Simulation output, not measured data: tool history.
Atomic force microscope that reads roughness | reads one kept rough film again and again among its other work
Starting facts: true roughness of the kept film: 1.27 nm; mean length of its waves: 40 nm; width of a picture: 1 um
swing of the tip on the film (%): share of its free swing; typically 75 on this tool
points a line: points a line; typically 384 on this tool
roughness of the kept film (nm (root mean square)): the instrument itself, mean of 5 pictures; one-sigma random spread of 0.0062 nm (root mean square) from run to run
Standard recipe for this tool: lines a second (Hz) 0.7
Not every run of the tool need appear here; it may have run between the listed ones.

run	hour	lines a second (Hz)	swing of the tip on the film (%)	points a line	roughness of the kept film (nm (root mean square))
1	0	0.7	75	384	1.16
2	9.5	0.7	75	384	1.156
3	18.4	0.7	75	384	1.149
4	24.9	2.91	75	384	1.024
5	35.5	2.91	75	384	1.025
# hour 37.5: new tip fitted
6	45.2	0.7	75	657	1.2
7	52.1	0.7	75	657	1.198
8	57.6	0.7	75	657	1.193
9	66.3	0.7	75	657	1.182
10	70.9	0.7	75	657	1.173
11	77.3	0.7	75	657	1.169
12	87.8	0.7	75	384	1.149
13	96.7	0.7	60	811	1.168
14	104.3	3.079	82	332	0.963
# hour 114.6: new tip fitted
15	114.6	1.712	90	303	1.035
16	124.2	0.614	78	491	1.186
17	130.8	0.925	61	542	1.206
18	138.4	0.925	61	542	1.209
19	143.2	0.599	70	350	1.185
20	150.5	2.91	70	656	1.09
21	158.6	2.91	70	656	1.066
22	166.7	0.962	75	383	1.141
23	172.8	0.962	75	383	1.141

Subtracting, for every run, the result it would have given without the tool's unlogged condition from the measured result gives the following. The same run-to-run variation enters both numbers; the gauge's scatter may not:
The tool's hidden condition here consists of: radius of the tip, nm; height scale over the true one, %; drift of the gauge itself on roughness_nm, %.
run	roughness of the kept film (nm (root mean square))
1	-0.032
2	-0.04
3	-0.046
4	-0.046
5	-0.054
6	-0.006
7	-0.012
8	-0.016
9	-0.023
10	-0.027
11	-0.032
12	-0.04
13	-0.048
14	-0.044
15	-0.001
16	-0.009
17	-0.015
18	-0.02
19	-0.024
20	-0.028
21	-0.034
22	-0.042
23	-0.046
